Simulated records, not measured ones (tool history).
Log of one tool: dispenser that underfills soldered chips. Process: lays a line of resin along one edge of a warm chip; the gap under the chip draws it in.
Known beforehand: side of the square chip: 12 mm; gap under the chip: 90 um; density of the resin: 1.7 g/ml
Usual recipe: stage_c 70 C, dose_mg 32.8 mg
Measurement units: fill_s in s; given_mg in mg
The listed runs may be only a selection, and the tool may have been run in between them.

run	hour	stage_c	dose_mg	fill_s	given_mg
1	0	70	32.8	111.8	29.82
2	9.8	70	32.8	153.7	29.28
# hour 12.9: new syringe of resin
3	18.1	70	32.8	118.2	29.28
# hour 20.3: dispensing valve cleaned and set on the balance
4	27.3	70	32.8	147.7	32.61
# hour 29.9: new syringe of resin
5	38.1	70	32.8	130.4	32.31
# hour 45.8: new syringe of resin
6	47.3	70	32.8	106.4	32.24
7	56.2	70	32.8	138.5	32.06
# hour 62.2: new syringe of resin
8	67.8	70	32.8	117.6	31.75
9	75.9	70	32.8	152.1	31.71
# hour 78.2: new syringe of resin
10	87.8	58	36	203.2	34.66
# hour 94.4: new syringe of resin
11	100.4	77	32.8	98	31.06
# hour 110.7: new syringe of resin
12	114.1	80	30.5	82.8	28.92

What does the tool deliver on the next run?
13	122.8	64	29.7	?	?

fill_s: 189.1 s
given_mg: 27.96 mg
Without the tool's hidden state the same run would have given fill_s 117.4 s, given_mg 29.89 mg.
